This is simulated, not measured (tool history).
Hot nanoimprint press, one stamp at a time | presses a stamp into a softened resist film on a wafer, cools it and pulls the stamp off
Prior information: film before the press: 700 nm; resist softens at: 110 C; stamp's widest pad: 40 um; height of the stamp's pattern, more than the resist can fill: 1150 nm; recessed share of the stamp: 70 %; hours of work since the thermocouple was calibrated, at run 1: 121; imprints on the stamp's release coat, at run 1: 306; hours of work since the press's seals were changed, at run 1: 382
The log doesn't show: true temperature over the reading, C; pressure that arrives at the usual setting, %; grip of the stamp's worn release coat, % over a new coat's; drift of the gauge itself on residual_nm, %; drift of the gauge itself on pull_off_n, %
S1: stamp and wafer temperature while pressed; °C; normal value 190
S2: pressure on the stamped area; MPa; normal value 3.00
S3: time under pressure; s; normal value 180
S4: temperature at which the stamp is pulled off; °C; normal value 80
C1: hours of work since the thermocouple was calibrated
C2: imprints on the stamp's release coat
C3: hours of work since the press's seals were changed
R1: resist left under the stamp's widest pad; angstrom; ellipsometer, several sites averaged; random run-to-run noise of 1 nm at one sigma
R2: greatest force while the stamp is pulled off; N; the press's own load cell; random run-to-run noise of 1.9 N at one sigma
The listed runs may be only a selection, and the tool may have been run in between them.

{"run": 1, "hour": 0.0, "S1": 190, "S2": 3.0, "S3": 180, "S4": 80, "C1": 121, "C2": 306, "C3": 382, "R1": 2596, "R2": 161}
{"run": 2, "hour": 17.9, "S1": 190, "S2": 3.0, "S3": 180, "S4": 80, "C1": 133, "C2": 362, "C3": 394, "R1": 2564, "R2": 156}
{"run": 3, "hour": 28.6, "S1": 190, "S2": 3.0, "S3": 180, "S4": 80, "C1": 140, "C2": 396, "C3": 401, "R1": 2577, "R2": 161}
{"run": 4, "hour": 46.9, "S1": 200, "S2": 3.0, "S3": 180, "S4": 80, "C1": 152, "C2": 453, "C3": 413, "R1": 1754, "R2": 165}
{"run": 5, "hour": 62.5, "S1": 200, "S2": 3.0, "S3": 180, "S4": 80, "C1": 162, "C2": 502, "C3": 423, "R1": 1745, "R2": 165}
{"run": 6, "hour": 75.8, "S1": 190, "S2": 3.0, "S3": 180, "S4": 80, "C1": 171, "C2": 544, "C3": 432, "R1": 2576, "R2": 162}
{"run": 7, "hour": 90.5, "S1": 190, "S2": 3.0, "S3": 180, "S4": 80, "C1": 181, "C2": 590, "C3": 442, "R1": 2570, "R2": 164}
{"run": 8, "hour": 102.5, "S1": 190, "S2": 3.0, "S3": 180, "S4": 74, "C1": 189, "C2": 628, "C3": 450, "R1": 2565, "R2": 192}
{"run": 9, "hour": 114.8, "S1": 190, "S2": 3.0, "S3": 180, "S4": 74, "C1": 197, "C2": 666, "C3": 458, "R1": 2559, "R2": 193}
{"run": 10, "hour": 124.3, "S1": 190, "S2": 3.0, "S3": 180, "S4": 74, "C1": 204, "C2": 696, "C3": 464, "R1": 2561, "R2": 189}
{"hour": 138.1, "done": "stamp cleaned and given a new release coat"}
{"run": 11, "hour": 148.8, "S1": 190, "S2": 3.0, "S3": 180, "S4": 74, "C1": 216, "C2": 33, "C3": 477, "R1": 2559, "R2": 173}
{"run": 12, "hour": 157.0, "S1": 190, "S2": 3.0, "S3": 101, "S4": 74, "C1": 221, "C2": 59, "C3": 482, "R1": 3146, "R2": 171}
{"run": 13, "hour": 167.2, "S1": 190, "S2": 3.0, "S3": 101, "S4": 74, "C1": 228, "C2": 91, "C3": 489, "R1": 3168, "R2": 170}
{"run": 14, "hour": 185.9, "S1": 190, "S2": 3.0, "S3": 101, "S4": 74, "C1": 241, "C2": 149, "C3": 501, "R1": 3142, "R2": 171}
{"run": 15, "hour": 195.0, "S1": 190, "S2": 3.0, "S3": 101, "S4": 74, "C1": 247, "C2": 178, "C3": 507, "R1": 3166, "R2": 175}
{"run": 16, "hour": 203.5, "S1": 190, "S2": 3.0, "S3": 268, "S4": 74, "C1": 252, "C2": 205, "C3": 513, "R1": 2193, "R2": 178}
{"hour": 208.5, "done": "plate thermocouple calibrated"}
{"run": 17, "hour": 215.0, "S1": 179, "S2": 3.0, "S3": 222, "S4": 80, "C1": 4, "C2": 232, "C3": 519, "R1": 3795, "R2": 161}
{"run": 18, "hour": 230.7, "S1": 179, "S2": 3.0, "S3": 222, "S4": 80, "C1": 15, "C2": 281, "C3": 529, "R1": 3771, "R2": 158}
{"run": 19, "hour": 239.7, "S1": 179, "S2": 3.0, "S3": 158, "S4": 79, "C1": 21, "C2": 309, "C3": 535, "R1": 4212, "R2": 161}
{"run": 20, "hour": 258.9, "S1": 179, "S2": 3.0, "S3": 158, "S4": 79, "C1": 34, "C2": 369, "C3": 548, "R1": 4208, "R2": 164}
{"run": 21, "hour": 271.6, "S1": 179, "S2": 3.0, "S3": 158, "S4": 79, "C1": 42, "C2": 409, "C3": 556, "R1": 4160, "R2": 166}
{"run": 22, "hour": 289.0, "S1": 179, "S2": 3.0, "S3": 158, "S4": 79, "C1": 54, "C2": 464, "C3": 568, "R1": 4161, "R2": 168}
{"run": 23, "hour": 300.1, "S1": 197, "S2": 3.0, "S3": 162, "S4": 79, "C1": 61, "C2": 498, "C3": 575, "R1": 2081, "R2": 171}
{"run": 24, "hour": 317.4, "S1": 197, "S2": 3.0, "S3": 112, "S4": 79, "C1": 73, "C2": 553, "C3": 587, "R1": 2425, "R2": 167}
{"run": 25, "hour": 334.2, "S1": 197, "S2": 3.0, "S3": 112, "S4": 79, "C1": 84, "C2": 605, "C3": 598, "R1": 2427, "R2": 170}
{"run": 26, "hour": 346.5, "S1": 197, "S2": 3.0, "S3": 112, "S4": 79, "C1": 92, "C2": 644, "C3": 606, "R1": 2401, "R2": 170}
{"run": 27, "hour": 357.6, "S1": 189, "S2": 3.0, "S3": 112, "S4": 80, "C1": 99, "C2": 679, "C3": 614, "R1": 3237, "R2": 170}
{"hour": 377.1, "done": "stamp cleaned and given a new release coat"}
{"run": 28, "hour": 381.3, "S1": 189, "S2": 3.0, "S3": 112, "S4": 80, "C1": 111, "C2": 13, "C3": 626, "R1": 3219, "R2": 153}
{"run": 29, "hour": 393.4, "S1": 190, "S2": 3.23, "S3": 153, "S4": 71, "C1": 119, "C2": 51, "C3": 634, "R1": 2665, "R2": 188}
{"run": 30, "hour": 411.2, "S1": 199, "S2": 4.02, "S3": 180, "S4": 74, "C1": 131, "C2": 107, "C3": 645, "R1": 1557, "R2": 171}

Alternative continuations, all from the tool just after run 30; predict every row:
{"run": "A", "hour": 430.1, "S1": 190, "S2": 3.0, "S3": 95, "S4": 72, "C1": 144, "C2": 166, "C3": 658, "R1": "?", "R2": "?"}
{"run": "B", "hour": 430.1, "S1": 199, "S2": 3.5, "S3": 180, "S4": 72, "C1": 144, "C2": 166, "C3": 658, "R1": "?", "R2": "?"}
{"run": "C", "hour": 430.1, "S1": 190, "S2": 4.03, "S3": 180, "S4": 80, "C1": 144, "C2": 166, "C3": 658, "R1": "?", "R2": "?"}

run=A R1=3286 R2=181
run=B R1=1697 R2=180
run=C R1=2228 R2=153
Without the tool's hidden state the same runs would have given:
run=A R1=3319 R2=178
run=B R1=1711 R2=177
run=C R1=2247 R2=151

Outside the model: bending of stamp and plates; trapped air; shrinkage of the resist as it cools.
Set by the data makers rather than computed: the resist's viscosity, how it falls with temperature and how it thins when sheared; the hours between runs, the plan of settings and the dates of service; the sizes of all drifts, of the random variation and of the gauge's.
